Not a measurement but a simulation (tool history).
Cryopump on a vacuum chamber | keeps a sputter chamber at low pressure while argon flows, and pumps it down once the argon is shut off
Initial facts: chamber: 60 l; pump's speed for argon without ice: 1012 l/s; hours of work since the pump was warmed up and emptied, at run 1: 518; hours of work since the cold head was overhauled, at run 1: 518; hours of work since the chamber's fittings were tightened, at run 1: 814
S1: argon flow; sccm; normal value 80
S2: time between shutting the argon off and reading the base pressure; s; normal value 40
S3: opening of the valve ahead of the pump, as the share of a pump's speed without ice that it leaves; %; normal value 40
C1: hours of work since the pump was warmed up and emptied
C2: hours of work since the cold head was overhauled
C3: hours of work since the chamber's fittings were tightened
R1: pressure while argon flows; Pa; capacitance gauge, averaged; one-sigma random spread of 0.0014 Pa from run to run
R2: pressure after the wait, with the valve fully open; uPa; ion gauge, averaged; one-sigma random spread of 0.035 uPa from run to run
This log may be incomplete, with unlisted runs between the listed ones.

{"run": 1, "day": 0.0, "S1": 80, "S2": 40, "S3": 40, "C1": 518, "C2": 518, "C3": 814, "R1": 0.3568, "R2": 3.44}
{"run": 2, "day": 0.867, "S1": 80, "S2": 40, "S3": 40, "C1": 536, "C2": 536, "C3": 833, "R1": 0.3568, "R2": 3.44}
{"run": 3, "day": 1.392, "S1": 80, "S2": 40, "S3": 40, "C1": 548, "C2": 548, "C3": 844, "R1": 0.3564, "R2": 3.55}
{"run": 4, "day": 2.425, "S1": 64, "S2": 40, "S3": 40, "C1": 569, "C2": 569, "C3": 866, "R1": 0.286, "R2": 3.6}
{"run": 5, "day": 3.342, "S1": 80, "S2": 81, "S3": 40, "C1": 589, "C2": 589, "C3": 885, "R1": 0.3617, "R2": 2.79}
{"run": 6, "day": 3.988, "S1": 80, "S2": 40, "S3": 40, "C1": 602, "C2": 602, "C3": 898, "R1": 0.3611, "R2": 3.66}
{"run": 7, "day": 4.621, "S1": 80, "S2": 40, "S3": 40, "C1": 616, "C2": 616, "C3": 912, "R1": 0.3596, "R2": 3.69}
{"run": 8, "day": 5.3, "S1": 80, "S2": 40, "S3": 40, "C1": 630, "C2": 630, "C3": 926, "R1": 0.36, "R2": 3.79}
{"run": 9, "day": 5.842, "S1": 80, "S2": 123, "S3": 40, "C1": 641, "C2": 641, "C3": 937, "R1": 0.3629, "R2": 2.6}
{"run": 10, "day": 6.646, "S1": 80, "S2": 123, "S3": 40, "C1": 658, "C2": 658, "C3": 954, "R1": 0.3613, "R2": 2.65}
{"run": 11, "day": 7.425, "S1": 66, "S2": 123, "S3": 21, "C1": 675, "C2": 675, "C3": 971, "R1": 0.5497, "R2": 2.76}
{"run": 12, "day": 7.858, "S1": 51, "S2": 174, "S3": 40, "C1": 684, "C2": 684, "C3": 980, "R1": 0.2324, "R2": 2.66}
{"run": 13, "day": 8.8, "S1": 51, "S2": 135, "S3": 60, "C1": 704, "C2": 704, "C3": 1000, "R1": 0.16, "R2": 2.81}
{"run": 14, "day": 9.733, "S1": 68, "S2": 45, "S3": 18, "C1": 723, "C2": 723, "C3": 1019, "R1": 0.6613, "R2": 3.79}
{"run": 15, "day": 10.35, "S1": 87, "S2": 21, "S3": 20, "C1": 736, "C2": 736, "C3": 1032, "R1": 0.7659, "R2": 5.5}
{"run": 16, "day": 10.946, "S1": 37, "S2": 40, "S3": 40, "C1": 749, "C2": 749, "C3": 1045, "R1": 0.1696, "R2": 4.11}
{"run": 17, "day": 11.496, "S1": 113, "S2": 144, "S3": 22, "C1": 760, "C2": 760, "C3": 1056, "R1": 0.911, "R2": 2.88}
{"run": 18, "day": 12.212, "S1": 80, "S2": 40, "S3": 24, "C1": 775, "C2": 775, "C3": 1072, "R1": 0.5894, "R2": 4.1}
{"run": 19, "day": 12.833, "S1": 58, "S2": 70, "S3": 31, "C1": 789, "C2": 789, "C3": 1085, "R1": 0.336, "R2": 3.56}

3 options for the next run, each taken on its own from the tool as it stands now. Forecast them:
{"run": "A", "day": 13.804, "S1": 143, "S2": 87, "S3": 37, "C1": 809, "C2": 809, "C3": 1105, "R1": "?", "R2": "?"}
{"run": "B", "day": 13.804, "S1": 51, "S2": 126, "S3": 31, "C1": 809, "C2": 809, "C3": 1105, "R1": "?", "R2": "?"}
{"run": "C", "day": 13.804, "S1": 58, "S2": 70, "S3": 32, "C1": 809, "C2": 809, "C3": 1105, "R1": "?", "R2": "?"}

run=A R1=0.709 R2=3.31
run=B R1=0.2964 R2=3.13
run=C R1=0.3295 R2=3.48
With no hidden state in the tool, these same runs would have given:
run=A R1=0.6441 R2=1.01
run=B R1=0.2733 R2=0.83
run=C R1=0.3031 R2=1.2
